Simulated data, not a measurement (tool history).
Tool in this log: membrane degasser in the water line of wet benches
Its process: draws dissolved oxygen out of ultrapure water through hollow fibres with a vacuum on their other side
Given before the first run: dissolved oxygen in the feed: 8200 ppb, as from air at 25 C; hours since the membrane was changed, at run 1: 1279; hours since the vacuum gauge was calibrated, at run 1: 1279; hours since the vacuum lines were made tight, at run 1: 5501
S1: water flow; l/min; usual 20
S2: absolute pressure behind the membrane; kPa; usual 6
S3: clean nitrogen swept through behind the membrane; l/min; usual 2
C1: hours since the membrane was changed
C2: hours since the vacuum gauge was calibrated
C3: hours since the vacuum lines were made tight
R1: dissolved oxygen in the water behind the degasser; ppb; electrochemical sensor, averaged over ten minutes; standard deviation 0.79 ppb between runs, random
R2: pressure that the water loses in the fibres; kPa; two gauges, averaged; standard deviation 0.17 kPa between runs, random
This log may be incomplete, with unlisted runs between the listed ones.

run,hour,S1,S2,S3,C1,C2,C3,R1,R2
1,0,20,6,2,1279,1279,5501,79.7,28.6
2,196.6,14,6,2,1476,1476,5698,53.1,19.86
3,410.7,14,6,2,1690,1690,5912,53,19.76
4,656.2,14,6,2,1935,1935,6157,56.2,19.81
5,863,20,6,2,2142,2142,6364,82.5,28.55
# hour 894.6: vacuum gauge calibrated
6,1104,20,5.12,1.81,2383,209,6604,70.6,28.25
7,1266.6,15,4.35,1.9,2545,372,6767,33.4,21.72
# hour 1326.3: seals of the vacuum lines changed
8,1463.2,20,12.28,5.98,2740,567,137,86.9,28.37
9,1714,20,12.28,5.98,2991,817,388,86,28.84
10,2006.5,20,12.28,5.98,3283,1110,680,86.4,28.5

Alternative continuations, all from the tool just after run 10; predict every row:
# hour 2122.5: vacuum gauge calibrated, once more
A,2331.5,22,12.28,1.99,3608,209,1005,?,?
# hour 2122.5: vacuum gauge calibrated, once more
B,2331.5,21,13.74,3.59,3608,209,1005,?,?
# hour 2122.5: vacuum gauge calibrated, once more
C,2331.5,26,3.63,2,3608,209,1005,?,?
# hour 2122.5: vacuum gauge calibrated, once more
D,2331.5,20,8.8,2.33,3608,209,1005,?,?

run,R1,R2
A,243.3,31.64
B,157.3,30.09
C,43.2,37.31
D,119.2,28.96
With the hidden condition removed and each run's random variation left untouched, the same runs would have given:
run,R1,R2
A,241,31.01
B,155.5,29.49
C,39.6,36.56
D,117.7,28.38
